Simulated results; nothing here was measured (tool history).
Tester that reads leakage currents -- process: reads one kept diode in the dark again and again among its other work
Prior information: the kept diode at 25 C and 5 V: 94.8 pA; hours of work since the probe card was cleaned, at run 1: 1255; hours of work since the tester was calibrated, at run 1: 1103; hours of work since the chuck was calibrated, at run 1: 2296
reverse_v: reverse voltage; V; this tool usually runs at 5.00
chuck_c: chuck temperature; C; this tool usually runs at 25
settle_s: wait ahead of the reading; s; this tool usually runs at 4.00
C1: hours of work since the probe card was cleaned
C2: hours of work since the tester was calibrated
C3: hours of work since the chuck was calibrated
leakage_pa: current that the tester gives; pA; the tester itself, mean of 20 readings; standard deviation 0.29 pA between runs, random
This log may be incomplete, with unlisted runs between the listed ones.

Run 1, hour 0.0: usual settings; C1 1255; C2 1103; C3 2296. Result: leakage_pa 85.60 pA.
At hour 12.9: chuck's temperature calibrated.
Run 2, hour 41.8: usual settings; C1 1285; C2 1133; C3 22. Result: leakage_pa 84.09 pA.
Run 3, hour 102.9: usual settings; C1 1332; C2 1180; C3 69. Result: leakage_pa 83.64 pA.
Run 4, hour 133.0: usual settings; C1 1355; C2 1203; C3 92. Result: leakage_pa 84.13 pA.
Run 5, hour 195.7: usual settings but settle_s 1.67 s; C1 1403; C2 1251; C3 140. Result: leakage_pa 84.05 pA.
At hour 230.3: chuck's temperature calibrated, once more.
Run 6, hour 234.8: usual settings but settle_s 1.67 s; C1 1431; C2 1279; C3 3. Result: leakage_pa 102.92 pA.
Run 7, hour 291.6: usual settings but reverse_v 6.05 V; C1 1474; C2 1322; C3 47. Result: leakage_pa 111.83 pA.
Run 8, hour 338.1: usual settings but reverse_v 6.05 V; C1 1510; C2 1358; C3 82. Result: leakage_pa 110.97 pA.
Run 9, hour 405.8: usual settings but reverse_v 6.05 V; C1 1562; C2 1410; C3 134. Result: leakage_pa 111.29 pA.
Run 10, hour 452.5: usual settings but reverse_v 6.05 V; C1 1597; C2 1445; C3 170. Result: leakage_pa 111.04 pA.
Run 11, hour 495.3: usual settings; C1 1630; C2 1478; C3 202. Result: leakage_pa 101.73 pA.
Run 12, hour 559.1: usual settings; C1 1679; C2 1527; C3 251. Result: leakage_pa 102.34 pA.
Run 13, hour 626.7: usual settings; C1 1730; C2 1578; C3 303. Result: leakage_pa 102.29 pA.
Run 14, hour 694.6: usual settings but reverse_v 2.99 V; C1 1782; C2 1630; C3 355. Result: leakage_pa 81.24 pA.
Run 15, hour 747.2: usual settings but reverse_v 2.99 V, chuck_c 24 C; C1 1822; C2 1670; C3 395. Result: leakage_pa 74.34 pA.
Run 16, hour 792.8: usual settings but reverse_v 6.03 V, chuck_c 42 C, settle_s 0.61 s; C1 1857; C2 1705; C3 430. Result: leakage_pa 478.67 pA.
Run 17, hour 863.7: usual settings but reverse_v 13.19 V, chuck_c 48 C, settle_s 1.25 s; C1 1911; C2 1759; C3 484. Result: leakage_pa 1069.23 pA.
Run 18, hour 915.6: usual settings but reverse_v 18.67 V, chuck_c 45 C, settle_s 3.15 s; C1 1951; C2 1799; C3 524. Result: leakage_pa 961.47 pA.
Run 19, hour 982.4: usual settings but reverse_v 18.67 V, chuck_c 45 C, settle_s 5.40 s; C1 2002; C2 1850; C3 575. Result: leakage_pa 955.68 pA.
Run 20, hour 1022.8: usual settings but reverse_v 11.26 V, chuck_c 54 C, settle_s 2.45 s; C1 2033; C2 1881; C3 605. Result: leakage_pa 1592.09 pA.
Run 21, hour 1091.7: usual settings but reverse_v 8.59 V, chuck_c 39 C, settle_s 0.47 s; C1 2086; C2 1934; C3 658. Result: leakage_pa 427.43 pA.
Run 22, hour 1158.7: usual settings but reverse_v 3.32 V, chuck_c 45 C, settle_s 0.69 s; C1 2137; C2 1985; C3 709. Result: leakage_pa 470.11 pA.

Run 23 has not been measured yet. What should we expect?
Run 23, hour 1228.3: usual settings but reverse_v 14.90 V, chuck_c 45 C, settle_s 0.68 s; C1 2190; C2 2038; C3 762. Result: leakage_pa ?.

Run 23 produced leakage_pa 872.39 pA.
Were there no unlogged condition in the tool, this run, its random variation unchanged, would have produced leakage_pa 868.31 pA.
